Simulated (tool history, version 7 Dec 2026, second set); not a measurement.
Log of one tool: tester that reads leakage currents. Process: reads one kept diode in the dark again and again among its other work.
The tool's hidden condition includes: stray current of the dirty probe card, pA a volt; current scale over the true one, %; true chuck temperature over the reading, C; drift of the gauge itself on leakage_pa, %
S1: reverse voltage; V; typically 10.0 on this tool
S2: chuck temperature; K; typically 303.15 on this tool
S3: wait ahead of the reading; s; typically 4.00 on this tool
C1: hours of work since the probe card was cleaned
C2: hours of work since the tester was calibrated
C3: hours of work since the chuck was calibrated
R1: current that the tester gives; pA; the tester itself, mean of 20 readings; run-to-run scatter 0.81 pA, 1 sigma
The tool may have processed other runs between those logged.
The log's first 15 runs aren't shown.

run,hour,S1,S2,S3,C1,C2,C3,R1
16,427.7,1.1,303.15,4.00,279,128,166,107.93
17,444.0,1.1,303.15,4.00,289,139,177,107.97
18,466.0,1.1,333.15,4.00,303,152,190,1082.65
19,486.6,1.1,333.15,4.00,316,165,203,1080.90
20,516.5,1.1,333.15,4.00,334,184,222,1082.41
21,540.5,1.1,333.15,4.00,349,199,237,1083.65
22,559.1,7.2,303.15,0.62,361,211,249,243.74
23,593.2,7.2,303.15,0.62,382,232,270,242.60
24,633.4,10.0,298.15,4.00,408,257,295,182.16
25,653.5,1.1,303.15,0.38,420,270,308,108.66
26,671.5,4.9,326.15,0.40,431,281,319,1234.94
27,706.0,9.4,326.15,0.99,453,303,341,1626.08
28,728.8,10.0,319.15,4.00,467,317,355,992.76
29,748.0,6.5,302.15,0.77,479,329,367,213.93
30,766.6,6.5,302.15,0.77,491,341,379,214.15
31,793.9,6.5,302.15,0.77,508,358,396,214.49
32,821.6,6.5,302.15,0.77,525,375,413,214.24
33,839.6,3.5,303.15,2.99,537,386,424,178.11
34,856.6,1.0,303.15,1.84,547,397,435,104.93
35,892.1,8.2,311.15,2.00,570,419,457,489.66
36,925.9,10.8,295.15,0.36,591,440,478,152.08
37,962.8,10.8,295.15,0.36,614,464,502,152.13
38,984.3,10.0,296.15,0.61,627,477,515,157.90
39,1024.5,8.0,299.15,4.00,653,502,540,180.95

Here are 5 independent what-if runs from the current tool condition. What would each one return?
A,1061.2,3.5,296.15,6.72,676,525,563,?
B,1061.2,10.0,303.15,0.78,676,525,563,?
C,1061.2,9.6,320.15,9.53,676,525,563,?
D,1061.2,10.0,321.15,4.00,676,525,563,?
E,1061.2,1.9,299.15,0.57,676,525,563,?

run,R1
A,98.17
B,282.00
C,1054.97
D,1158.57
E,98.81
Had the tool no hidden state, the same runs would have come out as:
run,R1
A,94.98
B,273.16
C,1033.93
D,1135.79
E,96.23

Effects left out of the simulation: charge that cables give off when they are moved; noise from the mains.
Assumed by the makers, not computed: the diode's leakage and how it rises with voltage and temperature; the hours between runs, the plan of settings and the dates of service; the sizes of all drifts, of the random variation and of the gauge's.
